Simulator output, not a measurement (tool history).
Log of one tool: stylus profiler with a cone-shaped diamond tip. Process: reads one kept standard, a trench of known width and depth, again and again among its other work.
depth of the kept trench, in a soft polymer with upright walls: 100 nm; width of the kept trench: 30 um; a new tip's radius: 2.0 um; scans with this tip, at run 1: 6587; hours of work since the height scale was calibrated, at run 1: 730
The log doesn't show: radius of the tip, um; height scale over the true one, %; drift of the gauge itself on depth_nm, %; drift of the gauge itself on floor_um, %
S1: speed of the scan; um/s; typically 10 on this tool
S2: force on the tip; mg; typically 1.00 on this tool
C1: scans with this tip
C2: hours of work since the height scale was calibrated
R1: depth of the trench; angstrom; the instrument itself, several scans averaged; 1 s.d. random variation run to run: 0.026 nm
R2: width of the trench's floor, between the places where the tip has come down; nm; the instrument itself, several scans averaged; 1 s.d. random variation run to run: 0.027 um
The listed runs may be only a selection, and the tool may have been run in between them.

Run 1, day 0.000: usual settings; C1 6587; C2 730. Result: R1 1010.0 angstrom, R2 28510 nm.
Run 2, day 1.179: usual settings; C1 6753; C2 748. Result: R1 1009.8 angstrom, R2 28560 nm.
Run 3, day 2.229: usual settings; C1 6901; C2 765. Result: R1 1009.0 angstrom, R2 28570 nm.
Run 4, day 3.196: usual settings but S2 1.91 mg; C1 7038; C2 780. Result: R1 1014.2 angstrom, R2 28480 nm.
Run 5, day 4.171: usual settings but S2 1.91 mg; C1 7175; C2 795. Result: R1 1014.8 angstrom, R2 28550 nm.
Run 6, day 4.779: usual settings but S1 17 um/s; C1 7261; C2 805. Result: R1 1010.2 angstrom, R2 28440 nm.
Run 7, day 6.079: usual settings but S1 17 um/s; C1 7444; C2 825. Result: R1 1010.5 angstrom, R2 28470 nm.
Run 8, day 6.858: usual settings; C1 7554; C2 837. Result: R1 1010.2 angstrom, R2 28460 nm.
Run 9, day 7.596: usual settings; C1 7658; C2 849. Result: R1 1010.4 angstrom, R2 28500 nm.
Run 10, day 8.708: usual settings; C1 7815; C2 866. Result: R1 1010.4 angstrom, R2 28500 nm.
Run 11, day 9.992: usual settings; C1 7996; C2 886. Result: R1 1010.5 angstrom, R2 28440 nm.
Run 12, day 11.012: usual settings but S2 1.36 mg; C1 8140; C2 902. Result: R1 1012.4 angstrom, R2 28480 nm.
Run 13, day 12.071: usual settings but S2 1.36 mg; C1 8290; C2 919. Result: R1 1012.6 angstrom, R2 28490 nm.
Run 14, day 13.054: usual settings; C1 8428; C2 934. Result: R1 1010.0 angstrom, R2 28420 nm.
Run 15, day 14.321: usual settings but S1 16 um/s; C1 8607; C2 954. Result: R1 1010.5 angstrom, R2 28420 nm.
Run 16, day 15.350: usual settings but S1 16 um/s; C1 8752; C2 970. Result: R1 1010.5 angstrom, R2 28420 nm.
Run 17, day 16.358: usual settings but S1 16 um/s; C1 8894; C2 986. Result: R1 1010.4 angstrom, R2 28430 nm.
Run 18, day 17.138: usual settings; C1 9004; C2 998. Result: R1 1010.7 angstrom, R2 28460 nm.
Run 19, day 18.267: usual settings; C1 9163; C2 1015. Result: R1 1010.6 angstrom, R2 28470 nm.
Run 20, day 18.921: usual settings; C1 9256; C2 1026. Result: R1 1010.8 angstrom, R2 28430 nm.
Run 21, day 19.500: usual settings; C1 9337; C2 1035. Result: R1 1010.7 angstrom, R2 28420 nm.
Run 22, day 20.696: usual settings; C1 9506; C2 1053. Result: R1 1010.3 angstrom, R2 28440 nm.
At day 20.833: height scale calibrated on a step standard.
Run 23, day 21.896: usual settings but S1 3 um/s, S2 0.45 mg; C1 9672; C2 17. Result: R1 1008.3 angstrom, R2 28460 nm.
Run 24, day 22.567: usual settings but S1 25 um/s, S2 0.40 mg; C1 9767; C2 27. Result: R1 1007.7 angstrom, R2 28330 nm.
Run 25, day 23.767: usual settings but S1 7 um/s, S2 2.17 mg; C1 9936; C2 46. Result: R1 1017.4 angstrom, R2 28440 nm.
Run 26, day 24.754: usual settings but S1 7 um/s, S2 2.17 mg; C1 10076; C2 61. Result: R1 1017.7 angstrom, R2 28440 nm.
At day 25.546: height scale calibrated on a step standard, once more.
Run 27, day 25.742: usual settings but S1 4 um/s, S2 0.55 mg; C1 10212; C2 3. Result: R1 1005.6 angstrom, R2 28440 nm.
Run 28, day 27.000: usual settings but S1 22 um/s, S2 0.52 mg; C1 10389; C2 23. Result: R1 1005.4 angstrom, R2 28320 nm.
Run 29, day 27.633: usual settings but S1 13 um/s, S2 1.99 mg; C1 10479; C2 33. Result: R1 1013.8 angstrom, R2 28420 nm.
Run 30, day 28.725: usual settings but S2 0.38 mg; C1 10633; C2 50. Result: R1 1004.8 angstrom, R2 28340 nm.
Run 31, day 29.775: usual settings but S1 25 um/s, S2 1.63 mg; C1 10780; C2 66. Result: R1 1012.4 angstrom, R2 28390 nm.
Run 32, day 30.992: usual settings but S1 25 um/s, S2 2.54 mg; C1 10952; C2 85. Result: R1 1015.5 angstrom, R2 28400 nm.
Run 33, day 32.288: usual settings but S1 9 um/s, S2 0.75 mg; C1 11135; C2 105. Result: R1 1007.0 angstrom, R2 28380 nm.
Run 34, day 32.862: usual settings but S1 12 um/s, S2 0.65 mg; C1 11216; C2 114. Result: R1 1006.5 angstrom, R2 28410 nm.
Run 35, day 33.700: usual settings but S1 6 um/s, S2 2.03 mg; C1 11334; C2 127. Result: R1 1013.6 angstrom, R2 28460 nm.
Run 36, day 34.621: usual settings but S1 6 um/s, S2 2.03 mg; C1 11464; C2 142. Result: R1 1013.8 angstrom, R2 28430 nm.
Run 37, day 35.175: usual settings but S1 6 um/s, S2 2.03 mg; C1 11542; C2 151. Result: R1 1014.1 angstrom, R2 28420 nm.
Run 38, day 36.188: usual settings but S1 32 um/s, S2 1.35 mg; C1 11685; C2 166. Result: R1 1010.3 angstrom, R2 28330 nm.
Run 39, day 36.962: usual settings but S2 1.49 mg; C1 11794; C2 178. Result: R1 1011.3 angstrom, R2 28430 nm.
Run 40, day 37.492: usual settings but S1 12 um/s, S2 2.08 mg; C1 11869; C2 187. Result: R1 1013.8 angstrom, R2 28400 nm.
Run 41, day 38.779: usual settings but S1 12 um/s, S2 0.81 mg; C1 12051; C2 207. Result: R1 1008.1 angstrom, R2 28370 nm.
Run 42, day 39.904: usual settings but S1 12 um/s, S2 2.26 mg; C1 12209; C2 224. Result: R1 1015.2 angstrom, R2 28440 nm.
Run 43, day 40.971: usual settings but S1 26 um/s, S2 1.51 mg; C1 12360; C2 241. Result: R1 1011.4 angstrom, R2 28330 nm.

Each row is a separate what-if for the run after 43, all from the same tool condition, not one after another. Results?
Run A, day 42.162: usual settings but S1 2 um/s; C1 12528; C2 260. Result: R1 ?, R2 ?.
Run B, day 42.162: usual settings but S2 0.63 mg; C1 12528; C2 260. Result: R1 ?, R2 ?.
Run C, day 42.162: usual settings but S1 2 um/s; C1 12528; C2 260. Result: R1 ?, R2 ?.
Run D, day 42.162: usual settings but S1 2 um/s, S2 1.51 mg; C1 12528; C2 260. Result: R1 ?, R2 ?.

run      R1     R2
  A  1008.9  28440
  B  1006.4  28370
  C  1008.7  28420
  D  1012.0  28430
Without the tool's unlogged condition, the same runs would have read:
run      R1     R2
  A  1008.2  28760
  B  1005.7  28700
  C  1008.0  28740
  D  1011.4  28760
